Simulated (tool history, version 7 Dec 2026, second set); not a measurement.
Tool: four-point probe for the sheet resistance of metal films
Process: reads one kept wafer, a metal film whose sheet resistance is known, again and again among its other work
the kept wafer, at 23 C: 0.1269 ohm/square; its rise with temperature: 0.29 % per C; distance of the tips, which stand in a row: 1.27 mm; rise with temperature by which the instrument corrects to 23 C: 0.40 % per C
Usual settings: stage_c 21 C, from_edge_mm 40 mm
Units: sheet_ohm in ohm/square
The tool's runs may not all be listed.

run 1 hour=0.0 | stage_c=21 from_edge_mm=40 | sheet_ohm=0.127575
run 2 hour=11.0 | stage_c=32 from_edge_mm=40 | sheet_ohm=0.126072
run 3 hour=22.7 | stage_c=21 from_edge_mm=6 | sheet_ohm=0.130479
run 4 hour=39.7 | stage_c=21 from_edge_mm=34 | sheet_ohm=0.127546
run 5 hour=54.2 | stage_c=33 from_edge_mm=40 | sheet_ohm=0.125926
run 6 hour=73.7 | stage_c=24 from_edge_mm=40 | sheet_ohm=0.127166
run 7 hour=83.4 | stage_c=24 from_edge_mm=40 | sheet_ohm=0.127178
run 8 hour=96.3 | stage_c=21 from_edge_mm=40 | sheet_ohm=0.127520
run 9 hour=107.5 | stage_c=21 from_edge_mm=40 | sheet_ohm=0.127586
run 10 hour=123.9 | stage_c=21 from_edge_mm=36 | sheet_ohm=0.127545
run 11 hour=146.8 | stage_c=28 from_edge_mm=36 | sheet_ohm=0.126611
run 12 hour=168.9 | stage_c=21 from_edge_mm=24 | sheet_ohm=0.127611
run 13 hour=190.4 | stage_c=20 from_edge_mm=40 | sheet_ohm=0.127692
run 14 hour=212.5 | stage_c=22 from_edge_mm=40 | sheet_ohm=0.127413
run 15 hour=233.7 | stage_c=21 from_edge_mm=40 | sheet_ohm=0.127551
run 16 hour=244.9 | stage_c=21 from_edge_mm=40 | sheet_ohm=0.127556
run 17 hour=256.8 | stage_c=21 from_edge_mm=40 | sheet_ohm=0.127557
run 18 hour=274.2 | stage_c=21 from_edge_mm=40 | sheet_ohm=0.127570
run 19 hour=286.3 | stage_c=21 from_edge_mm=40 | sheet_ohm=0.127557
run 20 hour=298.8 | stage_c=19 from_edge_mm=40 | sheet_ohm=0.127852
run 21 hour=320.9 | stage_c=19 from_edge_mm=40 | sheet_ohm=0.127820
run 22 hour=342.5 | stage_c=21 from_edge_mm=15 | sheet_ohm=0.128025
run 23 hour=365.8 | stage_c=21 from_edge_mm=40 | sheet_ohm=0.127597
run 24 hour=384.9 | stage_c=30 from_edge_mm=40 | sheet_ohm=0.126384
run 25 hour=396.7 | stage_c=19 from_edge_mm=22 | sheet_ohm=0.128016
run 26 hour=411.7 | stage_c=20 from_edge_mm=22 | sheet_ohm=0.127869
run 27 hour=433.1 | stage_c=21 from_edge_mm=47 | sheet_ohm=0.127527
run 28 hour=456.1 | stage_c=23 from_edge_mm=3 | sheet_ohm=0.138353
run 29 hour=473.4 | stage_c=31 from_edge_mm=4 | sheet_ohm=0.132687
run 30 hour=486.9 | stage_c=21 from_edge_mm=58 | sheet_ohm=0.127624
run 31 hour=498.8 | stage_c=21 from_edge_mm=58 | sheet_ohm=0.127571
run 32 hour=516.7 | stage_c=21 from_edge_mm=58 | sheet_ohm=0.127577
run 33 hour=539.2 | stage_c=24 from_edge_mm=34 | sheet_ohm=0.127266
run 34 hour=552.7 | stage_c=21 from_edge_mm=23 | sheet_ohm=0.127768
run 35 hour=572.9 | stage_c=21 from_edge_mm=23 | sheet_ohm=0.127780
run 36 hour=582.5 | stage_c=24 from_edge_mm=9 | sheet_ohm=0.128518
run 37 hour=596.9 | stage_c=31 from_edge_mm=13 | sheet_ohm=0.126900
run 38 hour=611.6 | stage_c=27 from_edge_mm=56 | sheet_ohm=0.126718
run 39 hour=628.9 | stage_c=32 from_edge_mm=5 | sheet_ohm=0.130331
run 40 hour=645.9 | stage_c=23 from_edge_mm=52 | sheet_ohm=0.127301
run 41 hour=668.8 | stage_c=25 from_edge_mm=3 | sheet_ohm=0.138142
run 42 hour=682.5 | stage_c=21 from_edge_mm=15 | sheet_ohm=0.128065
run 43 hour=705.8 | stage_c=20 from_edge_mm=31 | sheet_ohm=0.127813
run 44 hour=715.8 | stage_c=20 from_edge_mm=6 | sheet_ohm=0.130767
run 45 hour=738.8 | stage_c=20 from_edge_mm=6 | sheet_ohm=0.130698

4 ways to go on from here, each from the tool as it stands after run 45. What would each give?
run A hour=749.5 | stage_c=24 from_edge_mm=7 | sheet_ohm=?
run B hour=749.5 | stage_c=20 from_edge_mm=7 | sheet_ohm=?
run C hour=749.5 | stage_c=20 from_edge_mm=6 | sheet_ohm=?
run D hour=749.5 | stage_c=32 from_edge_mm=33 | sheet_ohm=?

run=A sheet_ohm=0.129379
run=B sheet_ohm=0.129942
run=C sheet_ohm=0.130740
run=D sheet_ohm=0.126225
Without the tool's hidden state the same runs would have given:
run=A sheet_ohm=0.128966
run=B sheet_ohm=0.129526
run=C sheet_ohm=0.130322
run=D sheet_ohm=0.125823
